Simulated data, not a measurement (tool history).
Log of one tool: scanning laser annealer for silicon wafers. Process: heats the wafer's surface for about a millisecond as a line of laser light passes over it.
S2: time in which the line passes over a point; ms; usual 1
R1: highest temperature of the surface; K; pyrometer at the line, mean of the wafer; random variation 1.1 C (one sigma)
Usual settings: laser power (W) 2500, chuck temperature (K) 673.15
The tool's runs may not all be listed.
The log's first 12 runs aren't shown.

{"run": 13, "hour": 193.4, "laser power (W)": 2500, "S2": 1.17, "chuck temperature (K)": 673.15, "R1": 1446.15}
{"run": 14, "hour": 203.7, "laser power (W)": 2500, "S2": 1, "chuck temperature (K)": 673.15, "R1": 1391.15}
{"run": 15, "hour": 224.5, "laser power (W)": 2500, "S2": 1, "chuck temperature (K)": 673.15, "R1": 1393.15}
{"run": 16, "hour": 237.5, "laser power (W)": 2500, "S2": 1, "chuck temperature (K)": 673.15, "R1": 1393.15}
{"run": 17, "hour": 251.4, "laser power (W)": 2500, "S2": 1, "chuck temperature (K)": 670.15, "R1": 1388.15}
{"run": 18, "hour": 273.7, "laser power (W)": 2426, "S2": 1, "chuck temperature (K)": 670.15, "R1": 1368.15}
{"run": 19, "hour": 286.8, "laser power (W)": 2426, "S2": 1, "chuck temperature (K)": 670.15, "R1": 1369.15}
{"run": 20, "hour": 303.9, "laser power (W)": 2426, "S2": 1, "chuck temperature (K)": 670.15, "R1": 1369.15}
{"run": 21, "hour": 325.0, "laser power (W)": 2603, "S2": 0.74, "chuck temperature (K)": 710.15, "R1": 1362.15}
{"run": 22, "hour": 336.1, "laser power (W)": 2247, "S2": 0.74, "chuck temperature (K)": 713.15, "R1": 1279.15}
{"run": 23, "hour": 349.4, "laser power (W)": 2694, "S2": 0.71, "chuck temperature (K)": 708.15, "R1": 1370.15}

The next listed run, before its measurement:
{"run": 24, "hour": 362.3, "laser power (W)": 2694, "S2": 0.71, "chuck temperature (K)": 708.15, "R1": "?"}

{"run 24": {"R1": 1370.15}}
Without the tool's hidden state the same run would have given R1 1381.15 K.
